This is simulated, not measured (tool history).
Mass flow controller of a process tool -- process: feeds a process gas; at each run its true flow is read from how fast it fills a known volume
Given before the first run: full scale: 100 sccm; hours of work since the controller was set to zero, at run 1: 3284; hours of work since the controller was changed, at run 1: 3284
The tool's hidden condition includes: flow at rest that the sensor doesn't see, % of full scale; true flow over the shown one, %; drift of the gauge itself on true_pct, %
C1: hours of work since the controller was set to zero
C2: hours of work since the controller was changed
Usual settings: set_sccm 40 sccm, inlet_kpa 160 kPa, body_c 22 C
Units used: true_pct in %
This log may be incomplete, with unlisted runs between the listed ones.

Run 1, hour 0: usual settings; C1 3284; C2 3284. Result: true_pct 101.09 %.
Run 2, hour 509.5: usual settings but inlet_kpa 172 kPa; C1 3662; C2 3662. Result: true_pct 101.2 %.
Run 3, hour 778: usual settings but set_sccm 17 sccm; C1 3860; C2 3860. Result: true_pct 103.62 %.
Run 4, hour 1018.1: usual settings; C1 4038; C2 4038. Result: true_pct 101.54 %.
Run 5, hour 1378.2: usual settings but inlet_kpa 269 kPa; C1 4305; C2 4305. Result: true_pct 102.03 %.
Run 6, hour 1810.1: usual settings but inlet_kpa 269 kPa; C1 4625; C2 4625. Result: true_pct 102.13 %.
Run 7, hour 2333.4: usual settings but set_sccm 62 sccm; C1 5012; C2 5012. Result: true_pct 101.84 %.
At hour 2637.6: controller's zero set anew.
Run 8, hour 2882.1: usual settings but set_sccm 62 sccm; C1 181; C2 5418. Result: true_pct 102.91 %.
Run 9, hour 3298.2: usual settings but set_sccm 13 sccm; C1 489; C2 5726. Result: true_pct 113.1 %.
Run 10, hour 3673.8: usual settings but set_sccm 45 sccm; C1 767; C2 6004. Result: true_pct 104.19 %.
Run 11, hour 3909.7: usual settings but body_c 23 C; C1 942; C2 6179. Result: true_pct 104.81 %.
At hour 4274.1: controller's zero set anew, once more.
Run 12, hour 4404.5: usual settings but body_c 23 C; C1 97; C2 6545. Result: true_pct 100.22 %.
Run 13, hour 4976.5: usual settings but body_c 23 C; C1 520; C2 6968. Result: true_pct 100.71 %.
Run 14, hour 5320.7: usual settings but body_c 23 C; C1 775; C2 7223. Result: true_pct 100.75 %.
Run 15, hour 5640: usual settings but body_c 23 C; C1 1011; C2 7459. Result: true_pct 101.12 %.
Run 16, hour 5916.3: usual settings but body_c 23 C; C1 1216; C2 7664. Result: true_pct 101.32 %.
Run 17, hour 6468.6: usual settings; C1 1625; C2 8073. Result: true_pct 101.51 %.
Run 18, hour 6827.2: usual settings but inlet_kpa 164 kPa; C1 1890; C2 8338. Result: true_pct 101.83 %.
At hour 6949.7: controller exchanged for a calibrated one.
Run 19, hour 7093.9: usual settings but inlet_kpa 164 kPa; C1 107; C2 107. Result: true_pct 99.06 %.
Run 20, hour 7598.1: usual settings but inlet_kpa 164 kPa; C1 480; C2 480. Result: true_pct 99.23 %.
Run 21, hour 8146.6: usual settings but inlet_kpa 164 kPa; C1 886; C2 886. Result: true_pct 99.65 %.
Run 22, hour 8402.7: usual settings but set_sccm 11 sccm, inlet_kpa 179 kPa; C1 1076; C2 1076. Result: true_pct 100.93 %.
Run 23, hour 8900.2: usual settings but set_sccm 11 sccm, inlet_kpa 162 kPa, body_c 24 C; C1 1444; C2 1444. Result: true_pct 101.92 %.
Run 24, hour 9135.2: usual settings but set_sccm 15 sccm, inlet_kpa 193 kPa; C1 1618; C2 1618. Result: true_pct 101.31 %.
Run 25, hour 9486.2: usual settings but set_sccm 15 sccm, inlet_kpa 193 kPa; C1 1878; C2 1878. Result: true_pct 101.82 %.
Run 26, hour 9732.3: usual settings but inlet_kpa 187 kPa; C1 2060; C2 2060. Result: true_pct 100.55 %.
Run 27, hour 10112.3: usual settings but inlet_kpa 187 kPa; C1 2341; C2 2341. Result: true_pct 100.9 %.
Run 28, hour 10450.7: usual settings but inlet_kpa 226 kPa; C1 2592; C2 2592. Result: true_pct 101.1 %.
Run 29, hour 10810.8: usual settings but body_c 30 C; C1 2859; C2 2859. Result: true_pct 101.49 %.
Run 30, hour 11244.9: usual settings but body_c 30 C; C1 3180; C2 3180. Result: true_pct 101.78 %.
Run 31, hour 11753: usual settings but body_c 30 C; C1 3556; C2 3556. Result: true_pct 102.12 %.
Run 32, hour 12053.2: usual settings but set_sccm 46 sccm, inlet_kpa 252 kPa; C1 3778; C2 3778. Result: true_pct 101.94 %.
Run 33, hour 12388.2: usual settings but set_sccm 46 sccm, inlet_kpa 252 kPa; C1 4026; C2 4026. Result: true_pct 102.36 %.
Run 34, hour 12800.7: usual settings but set_sccm 13 sccm, inlet_kpa 279 kPa, body_c 24 C; C1 4332; C2 4332. Result: true_pct 107.23 %.
Run 35, hour 13241: usual settings but set_sccm 10 sccm, inlet_kpa 269 kPa, body_c 36 C; C1 4658; C2 4658. Result: true_pct 110.85 %.
Run 36, hour 13666.6: usual settings but set_sccm 15 sccm, inlet_kpa 215 kPa, body_c 21 C; C1 4973; C2 4973. Result: true_pct 107.44 %.
At hour 14008: controller's zero set anew.
Run 37, hour 14065.6: usual settings but set_sccm 15 sccm, inlet_kpa 215 kPa, body_c 21 C; C1 43; C2 5268. Result: true_pct 99.92 %.
Run 38, hour 14485.4: usual settings but set_sccm 15 sccm, inlet_kpa 215 kPa, body_c 21 C; C1 353; C2 5579. Result: true_pct 100.37 %.
Run 39, hour 15023.6: usual settings but set_sccm 32 sccm, body_c 27 C; C1 752; C2 5977. Result: true_pct 101 %.
Run 40, hour 15498.8: usual settings but set_sccm 32 sccm, inlet_kpa 168 kPa, body_c 27 C; C1 1104; C2 6329. Result: true_pct 101.47 %.

What if the next run were any one of these 5? Each begins from the tool's condition after run 40:
Run A, hour 15826.1: usual settings but set_sccm 67 sccm, inlet_kpa 226 kPa, body_c 21 C; C1 1346; C2 6571. Result: true_pct ?.
Run B, hour 15826.1: usual settings but set_sccm 14 sccm, inlet_kpa 168 kPa, body_c 23 C; C1 1346; C2 6571. Result: true_pct ?.
Run C, hour 15826.1: usual settings but set_sccm 32 sccm, inlet_kpa 212 kPa, body_c 27 C; C1 1346; C2 6571. Result: true_pct ?.
Run D, hour 15826.1: usual settings but set_sccm 69 sccm, inlet_kpa 271 kPa, body_c 28 C; C1 1346; C2 6571. Result: true_pct ?.
Run E, hour 15826.1: usual settings but set_sccm 14 sccm, inlet_kpa 208 kPa; C1 1346; C2 6571. Result: true_pct ?.

run  true_pct
  A    101.78
  B    102.38
  C     101.7
  D       102
  E    102.28
With no hidden state in the tool, these same runs would have given:
run  true_pct
  A     99.39
  B     98.15
  C     98.78
  D     99.62
  E     98.05
